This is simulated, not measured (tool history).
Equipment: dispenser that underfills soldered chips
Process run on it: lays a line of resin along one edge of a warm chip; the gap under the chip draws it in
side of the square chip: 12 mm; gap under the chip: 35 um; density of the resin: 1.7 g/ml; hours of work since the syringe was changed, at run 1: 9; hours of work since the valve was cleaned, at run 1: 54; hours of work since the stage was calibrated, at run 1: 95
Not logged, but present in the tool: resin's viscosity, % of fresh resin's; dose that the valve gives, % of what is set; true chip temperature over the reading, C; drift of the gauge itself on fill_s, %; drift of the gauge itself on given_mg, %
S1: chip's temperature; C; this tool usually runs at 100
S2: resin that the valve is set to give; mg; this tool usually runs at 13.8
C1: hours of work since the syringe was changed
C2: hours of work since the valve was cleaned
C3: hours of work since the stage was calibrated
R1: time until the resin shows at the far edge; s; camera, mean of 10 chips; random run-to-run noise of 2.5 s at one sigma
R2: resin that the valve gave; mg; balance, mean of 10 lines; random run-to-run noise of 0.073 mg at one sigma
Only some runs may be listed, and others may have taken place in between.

{"run": 1, "hour": 0.0, "S1": 100, "S2": 13.8, "C1": 9, "C2": 54, "C3": 95, "R1": 413.3, "R2": 13.1}
{"hour": 2.1, "done": "new syringe of resin"}
{"run": 2, "hour": 6.3, "S1": 112, "S2": 13.8, "C1": 3, "C2": 57, "C3": 99, "R1": 179.6, "R2": 13.08}
{"run": 3, "hour": 9.3, "S1": 100, "S2": 17.2, "C1": 4, "C2": 59, "C3": 101, "R1": 311.4, "R2": 16.35}
{"run": 4, "hour": 14.8, "S1": 100, "S2": 17.2, "C1": 8, "C2": 62, "C3": 104, "R1": 374.2, "R2": 16.27}
{"run": 5, "hour": 18.5, "S1": 100, "S2": 12, "C1": 10, "C2": 65, "C3": 106, "R1": 439.4, "R2": 11.35}
{"hour": 19.6, "done": "new syringe of resin"}
{"run": 6, "hour": 22.3, "S1": 107, "S2": 12.4, "C1": 2, "C2": 67, "C3": 108, "R1": 210.1, "R2": 11.59}
{"run": 7, "hour": 24.9, "S1": 102, "S2": 12.2, "C1": 3, "C2": 68, "C3": 110, "R1": 272.8, "R2": 11.67}
{"run": 8, "hour": 30.8, "S1": 102, "S2": 12.2, "C1": 7, "C2": 72, "C3": 114, "R1": 336.4, "R2": 11.56}
{"run": 9, "hour": 35.5, "S1": 112, "S2": 15.9, "C1": 10, "C2": 75, "C3": 117, "R1": 255.2, "R2": 14.88}
{"hour": 37.1, "done": "new syringe of resin"}
{"hour": 39.7, "done": "dispensing valve cleaned and set on the balance"}
{"run": 10, "hour": 40.9, "S1": 93, "S2": 15.1, "C1": 2, "C2": 1, "C3": 119, "R1": 363.3, "R2": 15.03}

Each row is a separate what-if for the run after 10, all from the same tool condition, not one after another. Results?
{"run": "A", "hour": 47.1, "S1": 106, "S2": 14.1, "C1": 6, "C2": 5, "C3": 123, "R1": "?", "R2": "?"}
{"run": "B", "hour": 47.1, "S1": 110, "S2": 13.9, "C1": 6, "C2": 5, "C3": 123, "R1": "?", "R2": "?"}
{"run": "C", "hour": 47.1, "S1": 88, "S2": 15.8, "C1": 6, "C2": 5, "C3": 123, "R1": "?", "R2": "?"}
{"run": "D", "hour": 47.1, "S1": 99, "S2": 16.2, "C1": 6, "C2": 5, "C3": 123, "R1": "?", "R2": "?"}

run=A R1=262.2 R2=14.05
run=B R1=227.5 R2=13.79
run=C R1=536 R2=15.69
run=D R1=348.6 R2=16.01
With no hidden state in the tool, these same runs would have given:
run=A R1=190.9 R2=14.11
run=B R1=165.6 R2=13.86
run=C R1=388.8 R2=15.76
run=D R1=253.4 R2=16.08

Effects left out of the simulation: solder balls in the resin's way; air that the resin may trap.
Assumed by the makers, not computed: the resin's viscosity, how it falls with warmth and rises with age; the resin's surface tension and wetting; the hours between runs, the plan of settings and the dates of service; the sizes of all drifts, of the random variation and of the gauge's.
